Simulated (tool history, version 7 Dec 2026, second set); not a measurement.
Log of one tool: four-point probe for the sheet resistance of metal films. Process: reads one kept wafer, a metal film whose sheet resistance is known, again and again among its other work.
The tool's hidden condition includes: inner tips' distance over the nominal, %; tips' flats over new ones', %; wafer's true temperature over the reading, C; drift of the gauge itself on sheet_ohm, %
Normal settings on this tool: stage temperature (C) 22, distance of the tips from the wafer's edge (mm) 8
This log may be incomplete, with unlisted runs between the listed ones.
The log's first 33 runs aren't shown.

| run | day | stage temperature (C) | distance of the tips from the wafer's edge (mm) | touches since the probe head was changed | hours of work since the stage's thermometer was calibrated | sheet resistance as the instrument gives it (ohm/square) |
|---|---|---|---|---|---|---|
| 34 | 136.096 | 32 | 8 | 170890 | 1195 | 0.045204 |
| 35 | 140.504 | 32 | 8 | 174886 | 1246 | 0.045211 |
| 36 | 143.875 | 23 | 63 | 177938 | 1286 | 0.044560 |
| 37 | 148.729 | 26 | 14 | 182338 | 1342 | 0.044770 |
|  | 150.112 | new probe head fitted |
| 38 | 153.858 | 34 | 38 | 3395 | 1401 | 0.044654 |
| 39 | 158.150 | 24 | 6 | 7283 | 1451 | 0.044999 |
| 40 | 161.462 | 24 | 6 | 10284 | 1490 | 0.045013 |
| 41 | 167.421 | 20 | 10 | 15684 | 1559 | 0.044476 |
| 42 | 169.925 | 18 | 8 | 17952 | 1589 | 0.044524 |
| 43 | 172.375 | 19 | 21 | 20174 | 1617 | 0.044247 |
| 44 | 176.262 | 29 | 17 | 23695 | 1663 | 0.044613 |
| 45 | 180.200 | 23 | 8 | 27262 | 1708 | 0.044729 |
| 46 | 182.946 | 23 | 8 | 29751 | 1740 | 0.044705 |

Predict each of these 3 candidate next runs independently; none follows another, all start after run 46:
| A | 185.604 | 31 | 19 | 32159 | 1771 | ? |
| B | 185.604 | 31 | 8 | 32159 | 1771 | ? |
| C | 185.604 | 32 | 8 | 32159 | 1771 | ? |

| run | sheet resistance as the instrument gives it (ohm/square) |
|---|---|
| A | 0.044668 |
| B | 0.044973 |
| C | 0.045010 |
Had the tool no hidden state, the same runs would have come out as:
| run | sheet resistance as the instrument gives it (ohm/square) |
|---|---|
| A | 0.044513 |
| B | 0.044817 |
| C | 0.044853 |
